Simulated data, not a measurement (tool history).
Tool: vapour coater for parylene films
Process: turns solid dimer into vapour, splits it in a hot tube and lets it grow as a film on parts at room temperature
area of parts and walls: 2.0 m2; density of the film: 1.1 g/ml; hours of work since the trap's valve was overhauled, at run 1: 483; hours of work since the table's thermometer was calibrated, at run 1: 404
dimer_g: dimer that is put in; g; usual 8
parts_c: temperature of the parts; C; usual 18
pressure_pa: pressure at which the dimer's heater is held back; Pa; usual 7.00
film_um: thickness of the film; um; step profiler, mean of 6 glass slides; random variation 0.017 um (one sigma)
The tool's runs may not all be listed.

run,day,dimer_g,parts_c,pressure_pa,hours of work since the trap's valve was overhauled,hours of work since the table's thermometer was calibrated,film_um
1,0.000,8,18,7.00,483,404,2.55
2,0.983,8,14,7.00,504,425,2.72
3,1.650,8,18,9.88,519,439,2.39
4,2.975,8,18,7.00,547,468,2.51
5,4.112,8,18,7.00,572,492,2.50
6,5.075,8,18,7.00,592,513,2.49
7,6.162,3,18,7.00,616,537,0.94
8,6.912,8,13,7.00,632,553,2.74
9,8.025,8,13,7.00,656,577,2.71
# day 9.275: trap's valve overhauled
10,9.383,9,18,7.00,2,603,2.64
11,10.000,8,18,7.00,16,616,2.33
12,10.625,8,18,7.00,29,629,2.37
13,11.588,3,18,7.00,50,650,0.87
14,12.338,8,17,7.00,66,666,2.37
15,13.142,8,12,9.29,83,684,2.50
16,13.733,11,24,6.79,96,696,2.87
# day 14.850: trap's valve overhauled, once more
17,15.171,9,24,6.79,7,724,2.72
18,15.917,9,24,6.79,23,740,2.69
19,16.717,8,29,9.28,40,757,2.09
20,17.488,9,30,2.84,57,774,2.75
21,18.721,5,29,5.90,83,800,1.38
22,20.083,5,14,3.92,113,830,1.93
23,20.946,5,14,6.69,131,848,1.78
24,21.808,5,20,7.63,150,867,1.55
25,22.646,4,12,3.91,168,885,1.57
26,23.512,8,21,3.67,187,903,2.74
27,24.812,4,21,3.67,215,932,1.37

Forecast each of these 5 alternatives for the next run:
A,26.104,8,27,7.00,243,959,?
B,26.104,13,14,3.69,243,959,?
C,26.104,4,11,9.13,243,959,?
D,26.104,8,30,3.85,243,959,?
E,26.104,8,18,3.50,243,959,?

run,film_um
A,2.21
B,5.01
C,1.43
D,2.28
E,2.89
Without the tool's hidden state the same runs would have given:
run,film_um
A,2.29
B,5.19
C,1.48
D,2.36
E,2.99
